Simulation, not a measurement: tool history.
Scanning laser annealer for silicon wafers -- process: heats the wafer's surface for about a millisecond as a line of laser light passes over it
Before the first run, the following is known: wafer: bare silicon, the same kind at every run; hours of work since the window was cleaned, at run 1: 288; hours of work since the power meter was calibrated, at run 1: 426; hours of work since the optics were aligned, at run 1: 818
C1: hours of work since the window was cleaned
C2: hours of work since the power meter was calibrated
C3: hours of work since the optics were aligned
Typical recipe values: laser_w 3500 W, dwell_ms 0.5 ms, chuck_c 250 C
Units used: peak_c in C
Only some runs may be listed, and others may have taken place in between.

{"run": 1, "day": 0.0, "laser_w": 3500, "dwell_ms": 0.5, "chuck_c": 250, "C1": 288, "C2": 426, "C3": 818, "peak_c": 1041}
{"run": 2, "day": 1.238, "laser_w": 3500, "dwell_ms": 0.5, "chuck_c": 250, "C1": 307, "C2": 445, "C3": 837, "peak_c": 1039}
{"run": 3, "day": 2.654, "laser_w": 3500, "dwell_ms": 0.5, "chuck_c": 250, "C1": 328, "C2": 467, "C3": 858, "peak_c": 1038}
{"run": 4, "day": 3.833, "laser_w": 3665, "dwell_ms": 0.5, "chuck_c": 250, "C1": 346, "C2": 485, "C3": 876, "peak_c": 1076}
{"run": 5, "day": 5.55, "laser_w": 3252, "dwell_ms": 0.5, "chuck_c": 250, "C1": 373, "C2": 511, "C3": 902, "peak_c": 977}
{"day": 6.388, "done": "optics aligned, line set to its width"}
{"run": 6, "day": 6.754, "laser_w": 3252, "dwell_ms": 0.5, "chuck_c": 250, "C1": 388, "C2": 526, "C3": 6, "peak_c": 989}
{"run": 7, "day": 7.767, "laser_w": 3500, "dwell_ms": 0.5, "chuck_c": 250, "C1": 403, "C2": 542, "C3": 21, "peak_c": 1049}
{"run": 8, "day": 8.588, "laser_w": 3500, "dwell_ms": 0.5, "chuck_c": 250, "C1": 416, "C2": 554, "C3": 34, "peak_c": 1046}
{"run": 9, "day": 9.854, "laser_w": 3500, "dwell_ms": 0.5, "chuck_c": 250, "C1": 435, "C2": 574, "C3": 53, "peak_c": 1047}
{"run": 10, "day": 11.183, "laser_w": 3500, "dwell_ms": 0.5, "chuck_c": 250, "C1": 455, "C2": 594, "C3": 73, "peak_c": 1050}
{"day": 12.246, "done": "window over the wafer cleaned"}
{"run": 11, "day": 12.792, "laser_w": 3500, "dwell_ms": 0.5, "chuck_c": 250, "C1": 8, "C2": 617, "C3": 97, "peak_c": 1063}
{"run": 12, "day": 14.133, "laser_w": 3500, "dwell_ms": 0.5, "chuck_c": 250, "C1": 29, "C2": 638, "C3": 117, "peak_c": 1061}
{"run": 13, "day": 15.179, "laser_w": 3500, "dwell_ms": 0.5, "chuck_c": 250, "C1": 45, "C2": 654, "C3": 133, "peak_c": 1066}
{"run": 14, "day": 16.608, "laser_w": 3500, "dwell_ms": 0.466, "chuck_c": 250, "C1": 67, "C2": 675, "C3": 155, "peak_c": 1027}
{"run": 15, "day": 18.325, "laser_w": 3500, "dwell_ms": 0.466, "chuck_c": 250, "C1": 93, "C2": 702, "C3": 181, "peak_c": 1025}
{"run": 16, "day": 19.138, "laser_w": 3815, "dwell_ms": 0.548, "chuck_c": 250, "C1": 105, "C2": 714, "C3": 193, "peak_c": 1188}
{"run": 17, "day": 19.958, "laser_w": 3369, "dwell_ms": 0.525, "chuck_c": 285, "C1": 118, "C2": 727, "C3": 206, "peak_c": 1082}
{"run": 18, "day": 21.492, "laser_w": 3678, "dwell_ms": 0.5, "chuck_c": 239, "C1": 141, "C2": 750, "C3": 229, "peak_c": 1091}
{"run": 19, "day": 22.571, "laser_w": 3133, "dwell_ms": 0.5, "chuck_c": 257, "C1": 158, "C2": 766, "C3": 246, "peak_c": 971}
{"run": 20, "day": 23.488, "laser_w": 3133, "dwell_ms": 0.5, "chuck_c": 257, "C1": 172, "C2": 780, "C3": 260, "peak_c": 969}
{"run": 21, "day": 24.825, "laser_w": 3133, "dwell_ms": 0.5, "chuck_c": 257, "C1": 192, "C2": 801, "C3": 280, "peak_c": 966}
{"run": 22, "day": 25.592, "laser_w": 3748, "dwell_ms": 0.519, "chuck_c": 244, "C1": 204, "C2": 813, "C3": 292, "peak_c": 1132}
{"run": 23, "day": 27.017, "laser_w": 3748, "dwell_ms": 0.519, "chuck_c": 244, "C1": 226, "C2": 834, "C3": 314, "peak_c": 1131}
{"run": 24, "day": 28.379, "laser_w": 3021, "dwell_ms": 0.514, "chuck_c": 225, "C1": 246, "C2": 855, "C3": 335, "peak_c": 919}
{"run": 25, "day": 29.392, "laser_w": 3021, "dwell_ms": 0.514, "chuck_c": 225, "C1": 262, "C2": 871, "C3": 350, "peak_c": 914}
{"run": 26, "day": 30.367, "laser_w": 3007, "dwell_ms": 0.497, "chuck_c": 214, "C1": 277, "C2": 885, "C3": 365, "peak_c": 884}

5 ways to go on from here, each from the tool as it stands after run 26. What would each give?
{"run": "A", "day": 31.442, "laser_w": 3269, "dwell_ms": 0.483, "chuck_c": 241, "C1": 293, "C2": 902, "C3": 381, "peak_c": "?"}
{"run": "B", "day": 31.442, "laser_w": 3211, "dwell_ms": 0.582, "chuck_c": 272, "C1": 293, "C2": 902, "C3": 381, "peak_c": "?"}
{"run": "C", "day": 31.442, "laser_w": 3304, "dwell_ms": 0.58, "chuck_c": 240, "C1": 293, "C2": 902, "C3": 381, "peak_c": "?"}
{"run": "D", "day": 31.442, "laser_w": 3639, "dwell_ms": 0.465, "chuck_c": 285, "C1": 293, "C2": 902, "C3": 381, "peak_c": "?"}
{"run": "E", "day": 31.442, "laser_w": 3007, "dwell_ms": 0.529, "chuck_c": 229, "C1": 293, "C2": 902, "C3": 381, "peak_c": "?"}

run=A peak_c=965
run=B peak_c=1059
run=C peak_c=1055
run=D peak_c=1085
run=E peak_c=925
With no hidden state in the tool, these same runs would have given:
run=A peak_c=982
run=B peak_c=1078
run=C peak_c=1075
run=D peak_c=1103
run=E peak_c=941

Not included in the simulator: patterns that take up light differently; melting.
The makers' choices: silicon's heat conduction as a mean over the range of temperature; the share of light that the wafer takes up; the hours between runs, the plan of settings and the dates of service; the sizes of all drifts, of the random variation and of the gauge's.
